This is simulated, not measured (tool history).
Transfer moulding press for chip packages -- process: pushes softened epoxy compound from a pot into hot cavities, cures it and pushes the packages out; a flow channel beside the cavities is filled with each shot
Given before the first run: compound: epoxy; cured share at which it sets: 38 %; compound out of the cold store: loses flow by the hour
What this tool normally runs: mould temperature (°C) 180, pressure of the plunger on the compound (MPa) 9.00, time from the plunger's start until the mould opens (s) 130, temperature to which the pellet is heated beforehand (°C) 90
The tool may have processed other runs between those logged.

| run | hour | mould temperature (°C) | pressure of the plunger on the compound (MPa) | time from the plunger's start until the mould opens (s) | temperature to which the pellet is heated beforehand (°C) | incoming compound's hours out of the cold store | length that the compound runs in the flow channel (mm) | greatest force on the pins that push the packages out (N) |
|---|---|---|---|---|---|---|---|---|
| 1 | 0.0 | 180 | 9.00 | 130 | 90 | 47.3 | 526 | 252 |
|  | 28.6 | mould's thermocouples calibrated |
|  | 47.1 | cavities cleaned with cleaning compound and waxed |
| 2 | 56.2 | 180 | 9.00 | 130 | 90 | 31.0 | 537 | 192 |
| 3 | 84.7 | 180 | 9.00 | 130 | 90 | 30.8 | 530 | 256 |
|  | 126.3 | cavities cleaned with cleaning compound and waxed |
| 4 | 128.6 | 180 | 9.00 | 130 | 90 | 8.9 | 550 | 181 |
| 5 | 185.2 | 180 | 9.00 | 130 | 90 | 15.1 | 532 | 261 |
|  | 205.4 | cavities cleaned with cleaning compound and waxed |
| 6 | 238.5 | 180 | 9.00 | 130 | 90 | 42.8 | 502 | 244 |
| 7 | 273.5 | 180 | 9.00 | 130 | 90 | 11.9 | 531 | 265 |
|  | 288.8 | mould's thermocouples calibrated, once more |
|  | 290.3 | cavities cleaned with cleaning compound and waxed |
| 8 | 331.5 | 180 | 9.00 | 130 | 90 | 47.9 | 486 | 240 |
|  | 369.0 | cavities cleaned with cleaning compound and waxed |
| 9 | 382.2 | 184 | 9.00 | 130 | 90 | 12.9 | 506 | 201 |
| 10 | 432.6 | 184 | 9.00 | 130 | 90 | 43.4 | 467 | 274 |
|  | 449.1 | cavities cleaned with cleaning compound and waxed |
| 11 | 481.9 | 184 | 9.00 | 130 | 90 | 35.7 | 469 | 229 |
|  | 531.4 | cavities cleaned with cleaning compound and waxed |
| 12 | 534.9 | 184 | 9.00 | 130 | 90 | 13.3 | 487 | 181 |
|  | 581.7 | plunger's sealing rings changed |
| 13 | 589.4 | 184 | 9.00 | 117 | 90 | 35.9 | 523 | 274 |
|  | 615.5 | cavities cleaned with cleaning compound and waxed |
| 14 | 619.9 | 180 | 9.00 | 130 | 90 | 25.5 | 545 | 205 |
| 15 | 663.2 | 180 | 9.00 | 130 | 90 | 37.5 | 527 | 252 |
|  | 694.3 | cavities cleaned with cleaning compound and waxed |
| 16 | 698.8 | 186 | 7.83 | 130 | 90 | 46.5 | 460 | 177 |
|  | 727.9 | mould's thermocouples calibrated |
| 17 | 741.3 | 186 | 7.83 | 130 | 90 | 10.3 | 491 | 253 |
|  | 776.8 | cavities cleaned with cleaning compound and waxed |
| 18 | 800.3 | 180 | 7.14 | 144 | 90 | 34.7 | 457 | 215 |
| 19 | 837.9 | 186 | 7.14 | 131 | 92 | 28.4 | 448 | 258 |
|  | 856.1 | cavities cleaned with cleaning compound and waxed |
| 20 | 869.5 | 180 | 7.18 | 114 | 90 | 37.8 | 453 | 225 |
| 21 | 896.7 | 185 | 10.75 | 129 | 99 | 34.0 | 533 | 231 |
|  | 934.8 | cavities cleaned with cleaning compound and waxed |
| 22 | 954.0 | 185 | 10.75 | 129 | 90 | 17.4 | 549 | 207 |
| 23 | 988.1 | 185 | 10.75 | 129 | 90 | 31.7 | 519 | 243 |
|  | 1015.8 | cavities cleaned with cleaning compound and waxed |
| 24 | 1046.2 | 186 | 6.81 | 155 | 87 | 19.6 | 416 | 229 |
| 25 | 1090.8 | 186 | 6.81 | 155 | 87 | 31.5 | 402 | 263 |
|  | 1097.6 | cavities cleaned with cleaning compound and waxed |
| 26 | 1121.3 | 186 | 6.81 | 155 | 87 | 27.4 | 404 | 210 |
|  | 1164.2 | mould's thermocouples calibrated |
|  | 1166.7 | plunger's sealing rings changed |
| 27 | 1175.3 | 182 | 6.87 | 113 | 87 | 18.3 | 479 | 287 |

Here are 4 independent what-if runs from the current tool condition. What would each one return?
|  | 1183.5 | cavities cleaned with cleaning compound and waxed |
| A | 1225.1 | 183 | 9.00 | 130 | 90 | 34.5 | ? | ? |
|  | 1183.5 | cavities cleaned with cleaning compound and waxed |
| B | 1225.1 | 182 | 6.87 | 113 | 84 | 9.3 | ? | ? |
|  | 1183.5 | cavities cleaned with cleaning compound and waxed |
| C | 1225.1 | 174 | 9.00 | 147 | 90 | 29.0 | ? | ? |
|  | 1183.5 | cavities cleaned with cleaning compound and waxed |
| D | 1225.1 | 177 | 9.00 | 130 | 90 | 47.8 | ? | ? |

| run | length that the compound runs in the flow channel (mm) | greatest force on the pins that push the packages out (N) |
|---|---|---|
| A | 527 | 243 |
| B | 480 | 263 |
| C | 556 | 267 |
| D | 522 | 264 |
What these runs would have given with no unlogged condition in the tool:
| run | length that the compound runs in the flow channel (mm) | greatest force on the pins that push the packages out (N) |
|---|---|---|
| A | 537 | 167 |
| B | 489 | 182 |
| C | 567 | 183 |
| D | 532 | 180 |

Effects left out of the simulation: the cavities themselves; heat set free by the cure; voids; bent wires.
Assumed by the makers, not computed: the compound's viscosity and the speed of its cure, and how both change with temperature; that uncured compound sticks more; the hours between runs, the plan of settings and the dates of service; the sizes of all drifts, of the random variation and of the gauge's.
